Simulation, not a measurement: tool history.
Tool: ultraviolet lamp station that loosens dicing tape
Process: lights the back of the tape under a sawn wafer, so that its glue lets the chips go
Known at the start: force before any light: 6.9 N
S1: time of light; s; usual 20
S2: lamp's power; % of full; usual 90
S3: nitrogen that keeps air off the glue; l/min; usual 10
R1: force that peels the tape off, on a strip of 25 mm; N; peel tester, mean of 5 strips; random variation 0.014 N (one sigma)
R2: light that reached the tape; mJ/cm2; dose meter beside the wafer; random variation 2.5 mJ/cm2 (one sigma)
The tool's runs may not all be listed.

run,hour,S1,S2,S3,R1,R2
1,0.0,20,90,10,0.952,246
2,10.4,20,90,10,0.959,245
3,21.7,20,90,10,0.955,247
4,35.3,20,90,10,0.975,244
5,43.0,20,90,10,0.946,247
6,53.4,20,90,10,0.946,246
7,62.8,20,90,10,0.985,247
8,77.3,20,90,10,0.965,248
9,90.7,20,90,10,0.985,244
10,100.5,20,90,10,0.995,240
11,112.9,20,90,10,0.956,244
12,122.2,20,90,10,0.990,243
13,128.8,20,90,10,0.963,237
14,137.7,20,90,10,1.011,243
15,150.1,20,90,10,0.999,239
16,158.3,20,90,10,1.019,237
17,172.8,20,90,10,1.039,239
18,186.6,20,90,10,1.027,234
19,194.0,20,90,6,1.370,237
20,204.4,20,90,6,1.342,236
21,211.5,20,90,6,1.385,238
22,225.2,20,90,6,1.355,234
23,237.5,35,63,6,0.992,288
24,244.4,16,94,5,1.946,195
# hour 252.0: window cleaned of glue's vapour
25,252.0,16,94,5,2.081,177
26,266.1,14,61,7,3.331,99
27,274.3,14,61,7,3.280,100
28,283.0,14,61,12,2.884,100
29,292.4,25,90,10,0.854,264
30,302.4,25,90,10,0.880,265
31,311.2,32,68,4,1.550,258
32,322.7,21,66,5,2.440,159
33,328.7,21,66,5,2.334,161
# hour 331.7: window cleaned of glue's vapour, once more
34,339.3,21,66,5,1.776,205
35,347.8,21,66,5,1.900,208
36,362.2,20,71,6,1.582,212
37,373.7,32,71,6,0.731,338
38,379.5,14,74,18,1.529,154
39,391.6,14,75,5,2.522,158
40,402.4,20,79,10,1.058,234
41,413.0,24,90,10,0.595,315
42,422.4,24,90,10,0.586,312
43,434.4,25,66,10,1.018,236

4 ways to go on from here, each from the tool as it stands after run 43. What would each give?
A,445.4,18,66,10,?,?
B,445.4,25,70,15,?,?
C,445.4,14,79,5,?,?
D,445.4,11,80,4,?,?

run,R1,R2
A,1.630,174
B,0.722,254
C,2.388,156
D,3.200,130
Without the tool's hidden state the same runs would have given:
run,R1,R2
A,1.369,197
B,0.570,287
C,2.089,177
D,2.895,146

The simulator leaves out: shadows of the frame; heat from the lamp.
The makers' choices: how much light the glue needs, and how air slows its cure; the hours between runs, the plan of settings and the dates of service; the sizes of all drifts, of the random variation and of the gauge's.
